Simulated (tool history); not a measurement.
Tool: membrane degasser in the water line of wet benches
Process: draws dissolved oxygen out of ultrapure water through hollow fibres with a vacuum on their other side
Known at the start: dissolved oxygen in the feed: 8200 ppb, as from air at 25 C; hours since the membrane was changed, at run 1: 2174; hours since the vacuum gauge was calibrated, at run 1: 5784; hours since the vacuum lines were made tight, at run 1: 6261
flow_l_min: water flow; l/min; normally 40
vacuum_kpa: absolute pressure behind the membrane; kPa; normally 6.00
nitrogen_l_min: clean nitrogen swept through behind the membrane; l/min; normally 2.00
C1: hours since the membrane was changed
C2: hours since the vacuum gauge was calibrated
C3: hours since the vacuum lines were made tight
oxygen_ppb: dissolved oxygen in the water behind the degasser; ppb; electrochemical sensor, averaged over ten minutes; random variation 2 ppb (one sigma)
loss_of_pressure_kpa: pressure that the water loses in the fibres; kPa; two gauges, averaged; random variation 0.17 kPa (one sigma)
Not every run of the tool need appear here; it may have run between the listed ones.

{"run": 1, "hour": 0.0, "flow_l_min": 40, "vacuum_kpa": 6.0, "nitrogen_l_min": 2.0, "C1": 2174, "C2": 5784, "C3": 6261, "oxygen_ppb": 202.0, "loss_of_pressure_kpa": 29.26}
{"run": 2, "hour": 33.2, "flow_l_min": 40, "vacuum_kpa": 6.0, "nitrogen_l_min": 2.0, "C1": 2207, "C2": 5817, "C3": 6294, "oxygen_ppb": 194.9, "loss_of_pressure_kpa": 29.19}
{"run": 3, "hour": 69.1, "flow_l_min": 40, "vacuum_kpa": 6.0, "nitrogen_l_min": 2.0, "C1": 2243, "C2": 5853, "C3": 6330, "oxygen_ppb": 199.4, "loss_of_pressure_kpa": 29.2}
{"run": 4, "hour": 109.4, "flow_l_min": 40, "vacuum_kpa": 6.0, "nitrogen_l_min": 2.0, "C1": 2284, "C2": 5893, "C3": 6370, "oxygen_ppb": 201.8, "loss_of_pressure_kpa": 28.84}
{"run": 5, "hour": 162.3, "flow_l_min": 40, "vacuum_kpa": 6.0, "nitrogen_l_min": 2.0, "C1": 2336, "C2": 5946, "C3": 6423, "oxygen_ppb": 196.8, "loss_of_pressure_kpa": 29.33}
{"run": 6, "hour": 192.9, "flow_l_min": 40, "vacuum_kpa": 6.0, "nitrogen_l_min": 2.0, "C1": 2367, "C2": 5977, "C3": 6454, "oxygen_ppb": 198.6, "loss_of_pressure_kpa": 28.64}
{"run": 7, "hour": 224.5, "flow_l_min": 40, "vacuum_kpa": 5.35, "nitrogen_l_min": 2.0, "C1": 2399, "C2": 6008, "C3": 6485, "oxygen_ppb": 171.0, "loss_of_pressure_kpa": 29.18}
{"run": 8, "hour": 268.8, "flow_l_min": 40, "vacuum_kpa": 6.0, "nitrogen_l_min": 2.83, "C1": 2443, "C2": 6053, "C3": 6530, "oxygen_ppb": 165.0, "loss_of_pressure_kpa": 28.9}
{"run": 9, "hour": 296.2, "flow_l_min": 40, "vacuum_kpa": 6.0, "nitrogen_l_min": 2.0, "C1": 2470, "C2": 6080, "C3": 6557, "oxygen_ppb": 198.4, "loss_of_pressure_kpa": 29.21}
{"run": 10, "hour": 331.8, "flow_l_min": 40, "vacuum_kpa": 6.0, "nitrogen_l_min": 2.0, "C1": 2506, "C2": 6116, "C3": 6593, "oxygen_ppb": 202.9, "loss_of_pressure_kpa": 28.65}
{"run": 11, "hour": 392.5, "flow_l_min": 40, "vacuum_kpa": 6.0, "nitrogen_l_min": 2.0, "C1": 2567, "C2": 6176, "C3": 6653, "oxygen_ppb": 198.8, "loss_of_pressure_kpa": 29.16}
{"run": 12, "hour": 434.0, "flow_l_min": 40, "vacuum_kpa": 6.0, "nitrogen_l_min": 1.09, "C1": 2608, "C2": 6218, "C3": 6695, "oxygen_ppb": 281.1, "loss_of_pressure_kpa": 29.39}
{"run": 13, "hour": 483.4, "flow_l_min": 40, "vacuum_kpa": 6.0, "nitrogen_l_min": 2.0, "C1": 2658, "C2": 6267, "C3": 6744, "oxygen_ppb": 198.4, "loss_of_pressure_kpa": 29.14}
{"run": 14, "hour": 538.6, "flow_l_min": 40, "vacuum_kpa": 6.0, "nitrogen_l_min": 2.0, "C1": 2713, "C2": 6322, "C3": 6799, "oxygen_ppb": 201.9, "loss_of_pressure_kpa": 28.89}
{"run": 15, "hour": 593.7, "flow_l_min": 40, "vacuum_kpa": 4.94, "nitrogen_l_min": 2.0, "C1": 2768, "C2": 6377, "C3": 6854, "oxygen_ppb": 155.0, "loss_of_pressure_kpa": 29.07}
{"run": 16, "hour": 656.0, "flow_l_min": 40, "vacuum_kpa": 6.0, "nitrogen_l_min": 1.4, "C1": 2830, "C2": 6440, "C3": 6917, "oxygen_ppb": 242.4, "loss_of_pressure_kpa": 29.18}
{"run": 17, "hour": 717.3, "flow_l_min": 40, "vacuum_kpa": 6.0, "nitrogen_l_min": 1.64, "C1": 2891, "C2": 6501, "C3": 6978, "oxygen_ppb": 223.4, "loss_of_pressure_kpa": 28.98}
{"run": 18, "hour": 764.0, "flow_l_min": 40, "vacuum_kpa": 6.0, "nitrogen_l_min": 1.64, "C1": 2938, "C2": 6548, "C3": 7025, "oxygen_ppb": 222.3, "loss_of_pressure_kpa": 28.77}
{"run": 19, "hour": 801.5, "flow_l_min": 40, "vacuum_kpa": 8.93, "nitrogen_l_min": 2.41, "C1": 2976, "C2": 6585, "C3": 7062, "oxygen_ppb": 281.8, "loss_of_pressure_kpa": 28.89}
{"run": 20, "hour": 843.3, "flow_l_min": 30, "vacuum_kpa": 6.86, "nitrogen_l_min": 1.51, "C1": 3017, "C2": 6627, "C3": 7104, "oxygen_ppb": 199.6, "loss_of_pressure_kpa": 21.68}
{"run": 21, "hour": 872.7, "flow_l_min": 56, "vacuum_kpa": 3.66, "nitrogen_l_min": 1.72, "C1": 3047, "C2": 6657, "C3": 7134, "oxygen_ppb": 168.8, "loss_of_pressure_kpa": 40.44}
{"run": 22, "hour": 929.0, "flow_l_min": 63, "vacuum_kpa": 5.1, "nitrogen_l_min": 3.5, "C1": 3103, "C2": 6713, "C3": 7190, "oxygen_ppb": 239.9, "loss_of_pressure_kpa": 45.64}
{"run": 23, "hour": 985.8, "flow_l_min": 63, "vacuum_kpa": 5.1, "nitrogen_l_min": 3.5, "C1": 3160, "C2": 6770, "C3": 7247, "oxygen_ppb": 240.3, "loss_of_pressure_kpa": 45.86}
{"run": 24, "hour": 1015.2, "flow_l_min": 30, "vacuum_kpa": 4.96, "nitrogen_l_min": 1.6, "C1": 3189, "C2": 6799, "C3": 7276, "oxygen_ppb": 115.8, "loss_of_pressure_kpa": 21.7}
{"run": 25, "hour": 1058.3, "flow_l_min": 53, "vacuum_kpa": 3.93, "nitrogen_l_min": 4.05, "C1": 3233, "C2": 6842, "C3": 7319, "oxygen_ppb": 146.9, "loss_of_pressure_kpa": 38.75}
{"run": 26, "hour": 1104.4, "flow_l_min": 26, "vacuum_kpa": 3.93, "nitrogen_l_min": 5.61, "C1": 3279, "C2": 6888, "C3": 7365, "oxygen_ppb": 40.5, "loss_of_pressure_kpa": 18.71}
{"run": 27, "hour": 1153.7, "flow_l_min": 43, "vacuum_kpa": 3.93, "nitrogen_l_min": 5.61, "C1": 3328, "C2": 6937, "C3": 7414, "oxygen_ppb": 103.6, "loss_of_pressure_kpa": 31.14}
{"hour": 1198.8, "done": "seals of the vacuum lines changed"}
{"run": 28, "hour": 1204.0, "flow_l_min": 40, "vacuum_kpa": 6.0, "nitrogen_l_min": 1.66, "C1": 3376, "C2": 6986, "C3": 5, "oxygen_ppb": 215.3, "loss_of_pressure_kpa": 29.42}
{"run": 29, "hour": 1242.8, "flow_l_min": 40, "vacuum_kpa": 6.0, "nitrogen_l_min": 1.66, "C1": 3415, "C2": 7025, "C3": 44, "oxygen_ppb": 222.0, "loss_of_pressure_kpa": 29.1}
{"run": 30, "hour": 1303.6, "flow_l_min": 41, "vacuum_kpa": 5.49, "nitrogen_l_min": 3.42, "C1": 3476, "C2": 7085, "C3": 105, "oxygen_ppb": 141.5, "loss_of_pressure_kpa": 30.15}
{"run": 31, "hour": 1344.0, "flow_l_min": 41, "vacuum_kpa": 5.49, "nitrogen_l_min": 3.42, "C1": 3516, "C2": 7126, "C3": 145, "oxygen_ppb": 144.4, "loss_of_pressure_kpa": 29.59}

Alternative continuations, all from the tool just after run 31; predict every row:
{"run": "A", "hour": 1385.3, "flow_l_min": 36, "vacuum_kpa": 6.0, "nitrogen_l_min": 2.0, "C1": 3557, "C2": 7167, "C3": 186, "oxygen_ppb": "?", "loss_of_pressure_kpa": "?"}
{"run": "B", "hour": 1385.3, "flow_l_min": 32, "vacuum_kpa": 6.0, "nitrogen_l_min": 2.75, "C1": 3557, "C2": 7167, "C3": 186, "oxygen_ppb": "?", "loss_of_pressure_kpa": "?"}
{"run": "C", "hour": 1385.3, "flow_l_min": 39, "vacuum_kpa": 9.29, "nitrogen_l_min": 1.03, "C1": 3557, "C2": 7167, "C3": 186, "oxygen_ppb": "?", "loss_of_pressure_kpa": "?"}

run=A oxygen_ppb=175.7 loss_of_pressure_kpa=26.64
run=B oxygen_ppb=124.1 loss_of_pressure_kpa=23.28
run=C oxygen_ppb=519.3 loss_of_pressure_kpa=28.15
Take away the tool's hidden state, keep each run's random variation, and the runs would have read:
run=A oxygen_ppb=175.1 loss_of_pressure_kpa=26.63
run=B oxygen_ppb=123.7 loss_of_pressure_kpa=23.27
run=C oxygen_ppb=518.4 loss_of_pressure_kpa=28.13

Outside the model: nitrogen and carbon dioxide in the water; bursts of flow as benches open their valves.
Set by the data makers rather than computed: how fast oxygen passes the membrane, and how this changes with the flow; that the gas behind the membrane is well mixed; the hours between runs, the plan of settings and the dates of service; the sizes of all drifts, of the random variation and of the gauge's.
